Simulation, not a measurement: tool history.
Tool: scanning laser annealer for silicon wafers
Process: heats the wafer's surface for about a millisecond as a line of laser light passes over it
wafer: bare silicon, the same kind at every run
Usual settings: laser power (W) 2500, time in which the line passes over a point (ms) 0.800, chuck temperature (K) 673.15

run	hour	laser power (W)	time in which the line passes over a point (ms)	chuck temperature (K)	highest temperature of the surface (K)
1	0.0	2500	0.800	673.15	1466.15
2	6.8	2500	0.800	673.15	1462.15
3	14.8	2500	0.581	673.15	1336.15
4	24.0	2500	0.861	673.15	1497.15
5	28.7	2500	0.861	673.15	1493.15
6	33.4	2500	0.861	673.15	1493.15
7	42.4	2500	0.861	673.15	1493.15
8	48.1	2500	0.800	673.15	1460.15
9	54.3	2500	0.800	673.15	1467.15
# hour 62.8: window over the wafer cleaned
10	67.1	2500	0.800	673.15	1465.15
11	75.2	2251	0.800	673.15	1372.15
12	81.3	2737	0.800	673.15	1553.15
13	88.9	2500	0.715	673.15	1420.15
14	99.3	2165	0.800	673.15	1344.15
15	110.1	2165	0.800	673.15	1346.15
16	116.9	2165	0.800	673.15	1344.15
17	123.3	2165	0.800	673.15	1343.15
18	130.9	2165	0.800	673.15	1344.15
19	137.6	2500	0.800	694.15	1482.15
20	148.5	2500	0.800	694.15	1482.15
21	153.4	2600	0.825	658.15	1498.15
22	161.6	2718	0.917	658.15	1593.15

Run 23 comes next. What will it give?
23	167.6	2718	0.917	658.15	?

Run 23 gave highest temperature of the surface (K) 1593.15.
Without the tool's hidden state the same run would have given highest temperature of the surface (K) 1594.15.
